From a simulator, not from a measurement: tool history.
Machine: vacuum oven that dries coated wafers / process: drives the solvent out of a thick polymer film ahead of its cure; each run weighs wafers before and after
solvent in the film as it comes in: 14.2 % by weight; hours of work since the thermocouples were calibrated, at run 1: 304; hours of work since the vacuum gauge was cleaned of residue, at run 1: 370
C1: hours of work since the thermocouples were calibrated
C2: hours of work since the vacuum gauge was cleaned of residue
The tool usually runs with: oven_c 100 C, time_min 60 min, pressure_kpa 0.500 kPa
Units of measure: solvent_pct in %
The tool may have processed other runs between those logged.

Run 1, day 0.000: usual settings; C1 304; C2 370. Result: solvent_pct 1.331 %.
Run 2, day 0.579: usual settings; C1 314; C2 380. Result: solvent_pct 1.322 %.
Run 3, day 0.946: usual settings; C1 320; C2 387. Result: solvent_pct 1.335 %.
Run 4, day 1.521: usual settings but time_min 46 min; C1 330; C2 397. Result: solvent_pct 2.150 %.
Run 5, day 2.129: usual settings but time_min 46 min, pressure_kpa 0.847 kPa; C1 341; C2 407. Result: solvent_pct 2.247 %.
Run 6, day 2.700: usual settings but pressure_kpa 0.290 kPa; C1 351; C2 417. Result: solvent_pct 1.275 %.
Run 7, day 3.342: usual settings but pressure_kpa 0.689 kPa; C1 362; C2 428. Result: solvent_pct 1.383 %.
Run 8, day 3.975: usual settings but pressure_kpa 0.689 kPa; C1 373; C2 439. Result: solvent_pct 1.391 %.
Run 9, day 4.525: usual settings but pressure_kpa 0.317 kPa; C1 382; C2 449. Result: solvent_pct 1.278 %.
Run 10, day 5.108: usual settings but pressure_kpa 0.317 kPa; C1 392; C2 459. Result: solvent_pct 1.278 %.
Run 11, day 5.383: usual settings but time_min 47 min; C1 397; C2 464. Result: solvent_pct 2.068 %.
At day 5.508: oven's thermocouples calibrated.
Run 12, day 5.904: usual settings but oven_c 97 C, time_min 47 min, pressure_kpa 0.494 kPa; C1 7; C2 471. Result: solvent_pct 2.564 %.
Run 13, day 6.271: usual settings but oven_c 114 C, time_min 65 min, pressure_kpa 0.466 kPa; C1 13; C2 478. Result: solvent_pct 0.230 %.
Run 14, day 6.650: usual settings but oven_c 106 C, time_min 86 min, pressure_kpa 0.466 kPa; C1 20; C2 484. Result: solvent_pct 0.298 %.
Run 15, day 7.033: usual settings but oven_c 106 C, time_min 86 min, pressure_kpa 0.466 kPa; C1 26; C2 491. Result: solvent_pct 0.290 %.
Run 16, day 7.488: usual settings but oven_c 92 C, time_min 86 min, pressure_kpa 1.175 kPa; C1 34; C2 499. Result: solvent_pct 1.640 %.

Run 17, settings as shown, results not yet in. Your forecast:
Run 17, day 7.950: usual settings but oven_c 111 C, time_min 39 min, pressure_kpa 0.378 kPa; C1 42; C2 507. Result: solvent_pct ?.

solvent_pct: 1.105 %
Without the tool's hidden state the same run would have given solvent_pct 1.115 %.
